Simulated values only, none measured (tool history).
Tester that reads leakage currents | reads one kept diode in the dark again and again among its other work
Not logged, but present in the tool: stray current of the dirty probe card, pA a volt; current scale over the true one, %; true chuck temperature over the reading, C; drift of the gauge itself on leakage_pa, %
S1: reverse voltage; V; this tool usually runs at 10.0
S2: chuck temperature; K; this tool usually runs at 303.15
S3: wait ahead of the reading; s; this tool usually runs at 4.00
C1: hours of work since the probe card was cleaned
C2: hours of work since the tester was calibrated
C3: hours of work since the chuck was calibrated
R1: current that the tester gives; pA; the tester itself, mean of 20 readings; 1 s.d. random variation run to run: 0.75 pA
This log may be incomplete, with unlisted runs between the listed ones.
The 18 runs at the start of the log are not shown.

Run 19, hour 688.9: usual settings; C1 677; C2 1163; C3 280. Result: R1 250.76 pA.
Run 20, hour 713.7: usual settings; C1 695; C2 1181; C3 298. Result: R1 249.93 pA.
Run 21, hour 742.9: usual settings but S1 19.8 V, S2 302.15 K, S3 0.68 s; C1 717; C2 1203; C3 319. Result: R1 351.98 pA.
Run 22, hour 783.8: usual settings but S1 19.8 V, S2 302.15 K, S3 0.68 s; C1 746; C2 1232; C3 349. Result: R1 352.86 pA.
At hour 791.9: probe card cleaned and baked.
Run 23, hour 821.3: usual settings but S1 19.8 V, S2 302.15 K, S3 0.68 s; C1 21; C2 1257; C3 374. Result: R1 355.85 pA.
Run 24, hour 854.8: usual settings but S1 4.8 V, S2 302.15 K, S3 0.37 s; C1 46; C2 1282; C3 398. Result: R1 156.47 pA.
Run 25, hour 907.3: usual settings but S1 4.9 V, S2 332.15 K, S3 1.25 s; C1 84; C2 1320; C3 436. Result: R1 1237.62 pA.
Run 26, hour 932.3: usual settings but S1 1.3 V, S2 304.15 K, S3 1.25 s; C1 102; C2 1338; C3 455. Result: R1 83.44 pA.
Run 27, hour 980.1: usual settings but S1 1.3 V, S2 304.15 K, S3 1.25 s; C1 137; C2 1373; C3 489. Result: R1 83.57 pA.
Run 28, hour 1027.2: usual settings but S1 7.1 V, S2 325.15 K, S3 4.15 s; C1 171; C2 1407; C3 524. Result: R1 960.80 pA.
At hour 1034.1: probe card cleaned and baked, once more.
Run 29, hour 1064.6: usual settings but S1 2.7 V, S2 315.15 K, S3 4.92 s; C1 22; C2 1432; C3 549. Result: R1 276.98 pA.
Run 30, hour 1104.2: usual settings but S1 12.2 V, S3 2.55 s; C1 51; C2 1461; C3 577. Result: R1 270.10 pA.
Run 31, hour 1139.0: usual settings but S1 12.2 V, S3 1.11 s; C1 76; C2 1486; C3 603. Result: R1 270.50 pA.
Run 32, hour 1177.9: usual settings but S1 6.2 V; C1 105; C2 1515; C3 631. Result: R1 182.49 pA.
Run 33, hour 1214.4: usual settings but S1 6.2 V; C1 131; C2 1541; C3 658. Result: R1 182.05 pA.
Run 34, hour 1263.0: usual settings but S1 4.2 V, S2 293.15 K; C1 167; C2 1577; C3 693. Result: R1 66.08 pA.
Run 35, hour 1315.1: usual settings but S1 4.2 V, S2 293.15 K; C1 204; C2 1614; C3 731. Result: R1 66.08 pA.
Run 36, hour 1348.4: usual settings but S1 4.2 V, S2 293.15 K; C1 229; C2 1639; C3 755. Result: R1 66.29 pA.
Run 37, hour 1401.4: usual settings but S1 4.2 V, S2 296.15 K, S3 7.67 s; C1 267; C2 1677; C3 794. Result: R1 84.37 pA.
Run 38, hour 1424.8: usual settings but S1 4.2 V, S2 296.15 K, S3 7.67 s; C1 284; C2 1694; C3 811. Result: R1 83.82 pA.
Run 39, hour 1449.0: usual settings but S1 6.2 V, S2 332.15 K, S3 0.76 s; C1 302; C2 1712; C3 828. Result: R1 1373.13 pA.
Run 40, hour 1495.0: usual settings but S1 6.2 V, S2 332.15 K, S3 0.76 s; C1 335; C2 1745; C3 862. Result: R1 1379.86 pA.

What if the next run were any one of these 3? Each begins from the tool's condition after run 40:
Run A, hour 1544.9: usual settings but S1 6.2 V, S2 332.15 K, S3 2.38 s; C1 372; C2 1782; C3 898. Result: R1 ?.
Run B, hour 1544.9: usual settings but S1 3.0 V, S2 311.15 K; C1 372; C2 1782; C3 898. Result: R1 ?.
Run C, hour 1544.9: usual settings but S1 4.6 V, S2 316.15 K, S3 0.53 s; C1 372; C2 1782; C3 898. Result: R1 ?.

run       R1
  A  1367.06
  B   214.65
  C   396.00
With the hidden condition removed and each run's random variation left untouched, the same runs would have given:
run       R1
  A  1437.55
  B   226.59
  C   417.46

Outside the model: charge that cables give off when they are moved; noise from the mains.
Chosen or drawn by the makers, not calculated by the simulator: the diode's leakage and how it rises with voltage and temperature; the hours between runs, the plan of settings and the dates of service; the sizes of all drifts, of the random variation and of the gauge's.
